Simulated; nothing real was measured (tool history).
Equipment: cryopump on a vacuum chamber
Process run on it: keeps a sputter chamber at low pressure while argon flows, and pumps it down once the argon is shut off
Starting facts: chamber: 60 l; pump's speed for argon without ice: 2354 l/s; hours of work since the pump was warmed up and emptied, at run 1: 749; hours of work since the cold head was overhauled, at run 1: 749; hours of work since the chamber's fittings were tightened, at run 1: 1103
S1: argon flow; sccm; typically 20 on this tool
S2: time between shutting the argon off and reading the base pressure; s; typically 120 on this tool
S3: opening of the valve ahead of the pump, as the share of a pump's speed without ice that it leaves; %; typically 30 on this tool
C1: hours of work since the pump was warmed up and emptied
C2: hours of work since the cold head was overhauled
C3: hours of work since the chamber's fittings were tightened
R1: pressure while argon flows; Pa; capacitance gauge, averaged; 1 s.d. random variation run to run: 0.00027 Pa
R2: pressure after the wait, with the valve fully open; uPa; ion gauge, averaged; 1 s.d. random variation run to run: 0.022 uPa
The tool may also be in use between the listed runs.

| run | hour | S1 | S2 | S3 | C1 | C2 | C3 | R1 | R2 |
|---|---|---|---|---|---|---|---|---|---|
| 1 | 0.0 | 20 | 120 | 30 | 749 | 749 | 1103 | 0.0498 | 1.18 |
| 2 | 30.1 | 20 | 120 | 30 | 772 | 772 | 1126 | 0.0500 | 1.32 |
|  | 52.7 | pump warmed up, emptied and cooled again |
| 3 | 60.0 | 20 | 120 | 30 | 6 | 790 | 1145 | 0.0477 | 1.18 |
| 4 | 86.9 | 20 | 120 | 30 | 26 | 811 | 1165 | 0.0480 | 1.16 |
| 5 | 101.2 | 20 | 120 | 30 | 37 | 822 | 1176 | 0.0483 | 1.14 |
| 6 | 118.8 | 20 | 120 | 30 | 50 | 835 | 1190 | 0.0480 | 1.16 |
| 7 | 134.1 | 20 | 120 | 30 | 62 | 847 | 1201 | 0.0483 | 1.27 |
| 8 | 163.4 | 20 | 120 | 30 | 84 | 869 | 1223 | 0.0483 | 1.21 |
| 9 | 183.4 | 26 | 120 | 30 | 99 | 884 | 1239 | 0.0626 | 1.20 |
| 10 | 208.2 | 26 | 120 | 30 | 118 | 903 | 1257 | 0.0623 | 1.26 |
| 11 | 232.6 | 26 | 120 | 30 | 136 | 921 | 1276 | 0.0630 | 1.28 |
| 12 | 250.4 | 26 | 120 | 30 | 150 | 935 | 1289 | 0.0624 | 1.22 |
| 13 | 269.9 | 10 | 23 | 16 | 165 | 950 | 1304 | 0.0451 | 3.24 |
| 14 | 285.6 | 13 | 122 | 30 | 176 | 961 | 1316 | 0.0315 | 1.21 |
| 15 | 314.5 | 13 | 122 | 30 | 198 | 983 | 1338 | 0.0317 | 1.26 |
| 16 | 332.2 | 13 | 122 | 30 | 212 | 997 | 1351 | 0.0315 | 1.25 |
| 17 | 349.4 | 24 | 90 | 22 | 225 | 1010 | 1364 | 0.0794 | 1.42 |
| 18 | 373.4 | 34 | 90 | 22 | 243 | 1028 | 1383 | 0.1122 | 1.48 |
| 19 | 386.9 | 34 | 90 | 22 | 253 | 1038 | 1393 | 0.1120 | 1.44 |
| 20 | 417.7 | 20 | 118 | 30 | 277 | 1062 | 1416 | 0.0487 | 1.29 |
| 21 | 438.0 | 29 | 273 | 23 | 292 | 1077 | 1432 | 0.0914 | 1.05 |
| 22 | 456.4 | 30 | 273 | 23 | 306 | 1091 | 1445 | 0.0950 | 1.06 |

Below are 4 alternative next runs, each starting from the tool's condition after run 22. Predict each:
| A | 473.3 | 9 | 200 | 24 | 319 | 1104 | 1458 | ? | ? |
| B | 473.3 | 27 | 156 | 22 | 319 | 1104 | 1458 | ? | ? |
| C | 473.3 | 17 | 31 | 58 | 319 | 1104 | 1458 | ? | ? |
| D | 473.3 | 38 | 242 | 17 | 319 | 1104 | 1458 | ? | ? |

| run | R1 | R2 |
|---|---|---|
| A | 0.0274 | 1.15 |
| B | 0.0891 | 1.23 |
| C | 0.0216 | 2.72 |
| D | 0.1618 | 1.16 |
Without the tool's unlogged condition, the same runs would have read:
| run | R1 | R2 |
|---|---|---|
| A | 0.0270 | 0.41 |
| B | 0.0878 | 0.47 |
| C | 0.0207 | 1.95 |
| D | 0.1600 | 0.39 |
